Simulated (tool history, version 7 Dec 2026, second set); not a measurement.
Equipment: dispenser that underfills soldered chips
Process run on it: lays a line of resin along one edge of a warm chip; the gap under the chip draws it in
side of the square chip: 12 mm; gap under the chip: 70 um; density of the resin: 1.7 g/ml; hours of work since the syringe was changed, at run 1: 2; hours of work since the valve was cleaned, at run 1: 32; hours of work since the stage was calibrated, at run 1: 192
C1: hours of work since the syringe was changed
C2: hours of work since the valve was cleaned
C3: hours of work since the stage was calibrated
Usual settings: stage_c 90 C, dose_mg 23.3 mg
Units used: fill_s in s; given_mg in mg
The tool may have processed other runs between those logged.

{"run": 1, "hour": 0.0, "stage_c": 90, "dose_mg": 23.3, "C1": 2, "C2": 32, "C3": 192, "fill_s": 206.8, "given_mg": 22.83}
{"run": 2, "hour": 5.8, "stage_c": 90, "dose_mg": 23.3, "C1": 6, "C2": 36, "C3": 197, "fill_s": 256.4, "given_mg": 22.73}
{"hour": 12.4, "done": "new syringe of resin"}
{"run": 3, "hour": 14.5, "stage_c": 90, "dose_mg": 23.3, "C1": 2, "C2": 43, "C3": 203, "fill_s": 201.0, "given_mg": 22.56}
{"run": 4, "hour": 22.0, "stage_c": 82, "dose_mg": 23.3, "C1": 7, "C2": 49, "C3": 209, "fill_s": 395.4, "given_mg": 22.57}
{"hour": 27.1, "done": "new syringe of resin"}
{"run": 5, "hour": 30.5, "stage_c": 90, "dose_mg": 23.3, "C1": 3, "C2": 55, "C3": 216, "fill_s": 216.0, "given_mg": 22.35}
{"run": 6, "hour": 37.8, "stage_c": 90, "dose_mg": 23.3, "C1": 8, "C2": 61, "C3": 221, "fill_s": 291.7, "given_mg": 22.31}
{"hour": 40.4, "done": "dispensing valve cleaned and set on the balance"}
{"hour": 42.7, "done": "new syringe of resin"}
{"run": 7, "hour": 44.5, "stage_c": 90, "dose_mg": 22.5, "C1": 1, "C2": 3, "C3": 226, "fill_s": 201.5, "given_mg": 22.6}
{"run": 8, "hour": 49.4, "stage_c": 78, "dose_mg": 22.5, "C1": 5, "C2": 7, "C3": 229, "fill_s": 425.0, "given_mg": 22.36}
{"hour": 57.2, "done": "new syringe of resin"}
{"run": 9, "hour": 57.2, "stage_c": 78, "dose_mg": 22.5, "C1": 0, "C2": 13, "C3": 235, "fill_s": 328.2, "given_mg": 22.38}
{"run": 10, "hour": 63.1, "stage_c": 78, "dose_mg": 22.5, "C1": 5, "C2": 17, "C3": 240, "fill_s": 424.9, "given_mg": 22.32}
{"hour": 72.0, "done": "new syringe of resin"}
{"run": 11, "hour": 72.9, "stage_c": 78, "dose_mg": 22.5, "C1": 1, "C2": 25, "C3": 247, "fill_s": 335.0, "given_mg": 22.17}
{"run": 12, "hour": 80.2, "stage_c": 90, "dose_mg": 23.3, "C1": 6, "C2": 30, "C3": 253, "fill_s": 266.5, "given_mg": 22.77}
{"hour": 87.0, "done": "new syringe of resin"}
{"run": 13, "hour": 87.1, "stage_c": 90, "dose_mg": 23.3, "C1": 0, "C2": 35, "C3": 258, "fill_s": 192.3, "given_mg": 22.86}
{"run": 14, "hour": 91.7, "stage_c": 90, "dose_mg": 23.3, "C1": 4, "C2": 39, "C3": 262, "fill_s": 227.7, "given_mg": 22.51}
{"hour": 101.5, "done": "new syringe of resin"}
{"run": 15, "hour": 101.5, "stage_c": 85, "dose_mg": 23.3, "C1": 0, "C2": 46, "C3": 269, "fill_s": 232.6, "given_mg": 22.53}
{"run": 16, "hour": 110.0, "stage_c": 85, "dose_mg": 23.3, "C1": 7, "C2": 53, "C3": 276, "fill_s": 333.7, "given_mg": 22.54}
{"hour": 115.9, "done": "new syringe of resin"}
{"run": 17, "hour": 116.9, "stage_c": 85, "dose_mg": 23.3, "C1": 1, "C2": 58, "C3": 281, "fill_s": 251.8, "given_mg": 22.37}
{"hour": 122.9, "done": "dispensing valve cleaned and set on the balance"}
{"run": 18, "hour": 124.1, "stage_c": 85, "dose_mg": 26.1, "C1": 6, "C2": 1, "C3": 286, "fill_s": 307.1, "given_mg": 26.18}
{"run": 19, "hour": 128.7, "stage_c": 96, "dose_mg": 29.1, "C1": 9, "C2": 5, "C3": 289, "fill_s": 223.4, "given_mg": 29.0}
{"hour": 131.3, "done": "new syringe of resin"}
{"run": 20, "hour": 133.1, "stage_c": 94, "dose_mg": 23.0, "C1": 1, "C2": 8, "C3": 292, "fill_s": 176.3, "given_mg": 22.9}
{"run": 21, "hour": 138.3, "stage_c": 94, "dose_mg": 23.0, "C1": 5, "C2": 12, "C3": 296, "fill_s": 212.4, "given_mg": 22.77}

Expected results for the next run?
{"run": 22, "hour": 142.4, "stage_c": 96, "dose_mg": 22.9, "C1": 9, "C2": 15, "C3": 300, "fill_s": "?", "given_mg": "?"}

{"run 22": {"fill_s": 229.5, "given_mg": 22.71}}
Were there no unlogged condition in the tool, this run, its random variation unchanged, would have produced fill_s 138.3 s, given_mg 22.93 mg.
